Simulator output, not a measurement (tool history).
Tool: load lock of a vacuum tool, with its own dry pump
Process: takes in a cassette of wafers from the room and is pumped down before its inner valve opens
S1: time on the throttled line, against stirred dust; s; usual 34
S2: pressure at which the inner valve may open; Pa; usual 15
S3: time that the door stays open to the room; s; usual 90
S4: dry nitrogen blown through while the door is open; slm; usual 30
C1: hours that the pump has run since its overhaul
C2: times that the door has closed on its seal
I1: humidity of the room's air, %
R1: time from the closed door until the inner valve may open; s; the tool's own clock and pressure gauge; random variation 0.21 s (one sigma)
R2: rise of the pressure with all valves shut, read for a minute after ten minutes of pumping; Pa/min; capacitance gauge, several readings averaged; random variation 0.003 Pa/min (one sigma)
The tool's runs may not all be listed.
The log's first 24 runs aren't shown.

run    hour  S1  S2   S3  S4     C1     C2    I1    R1     R2
 25  4617.9  34  15   90  35  10931  52893  44.4  49.7  0.203
 26  4864.2  34  17   27  30  11178  54007  46.7  48.9  0.185
 27  5133.7  30  17   57  30  11447  55226  42.3  46.1  0.211
 28  5262.3  34  20   28  30  11576  55808  47.7  48.9  0.195
 29  5444.4  34  14  230  26  11758  56632  44.2    50  0.264
 30  5678.4  63  15   90  26  11992  57691  45.4  74.9  0.241
 31  5936.8  26  30   79  26  12250  58860  44.8  41.4  0.238
 32  6100.7  43  16   57  21  12414  59602  48.3  57.3  0.237
 33  6235.1  25  15  103  35  12549  60210  43.5  42.3  0.239
 34  6386.2  25  15   66  25  12700  60893  46.9  42.8  0.242
 35  6539.3  25  21   66   8  12853  61586  44.5  41.4   0.28
 36  6773.2  25  21   66   8  13087  62644  44.9  41.5  0.283
 37  6950.2  28  21   41   8  13264  63445  43.3  44.4  0.269
 38  7070.5  28  14   41   6  13384  63990  42.2  45.1  0.283

3 ways to go on from here, each from the tool as it stands after run 38. What would each give?
  A  7203  34  24  36  10  13517  64589  46.3   ?   ?
  B  7203  34  11  90  12  13517  64589  44.1   ?   ?
  C  7203  28  30  41  16  13517  64589  42.8   ?   ?

run    R1     R2
  A  49.3  0.266
  B  50.8  0.302
  C  43.5  0.257
Without the tool's hidden state the same runs would have given:
run    R1     R2
  A  46.6  0.049
  B  47.8  0.081
  C  40.8  0.042

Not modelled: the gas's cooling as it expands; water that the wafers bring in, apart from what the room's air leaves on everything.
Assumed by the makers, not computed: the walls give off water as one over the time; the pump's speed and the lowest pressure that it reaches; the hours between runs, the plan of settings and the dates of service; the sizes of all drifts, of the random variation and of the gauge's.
